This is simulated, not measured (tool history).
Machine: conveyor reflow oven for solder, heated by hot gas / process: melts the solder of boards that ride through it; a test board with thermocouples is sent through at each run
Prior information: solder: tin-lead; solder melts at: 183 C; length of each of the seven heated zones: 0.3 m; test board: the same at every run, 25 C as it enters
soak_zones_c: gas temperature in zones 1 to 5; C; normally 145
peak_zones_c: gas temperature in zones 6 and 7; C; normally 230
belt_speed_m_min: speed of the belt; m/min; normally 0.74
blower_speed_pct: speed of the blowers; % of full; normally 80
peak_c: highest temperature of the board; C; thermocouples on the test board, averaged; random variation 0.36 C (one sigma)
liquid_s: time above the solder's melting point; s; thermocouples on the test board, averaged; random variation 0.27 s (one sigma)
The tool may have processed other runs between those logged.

run,hour,soak_zones_c,peak_zones_c,belt_speed_m_min,blower_speed_pct,peak_c,liquid_s
1,0,145,230,0.74,80,209.3,32.7
2,4.5,145,230,0.74,80,209.2,33.1
3,13.4,145,221,0.74,80,202.1,27.7
4,22.6,156,230,0.74,80,211.5,37.5
5,27.7,145,230,0.74,84,209.3,33.6
6,33.8,145,230,0.74,84,210.6,33.4
7,38.5,145,230,0.734,69,207.3,30.4
8,44.5,149,241,0.74,63,214.1,35.5

For run 9, what comes out?
# hour 49: belt drive overhauled, speed set with a stopwatch
9,54.4,133,230,0.721,76,?,?

peak_c: 206 C
liquid_s: 28.4 s
The same run, on a tool lacking any hidden state, would have yielded peak_c 208.8 C, liquid_s 30.5 s.

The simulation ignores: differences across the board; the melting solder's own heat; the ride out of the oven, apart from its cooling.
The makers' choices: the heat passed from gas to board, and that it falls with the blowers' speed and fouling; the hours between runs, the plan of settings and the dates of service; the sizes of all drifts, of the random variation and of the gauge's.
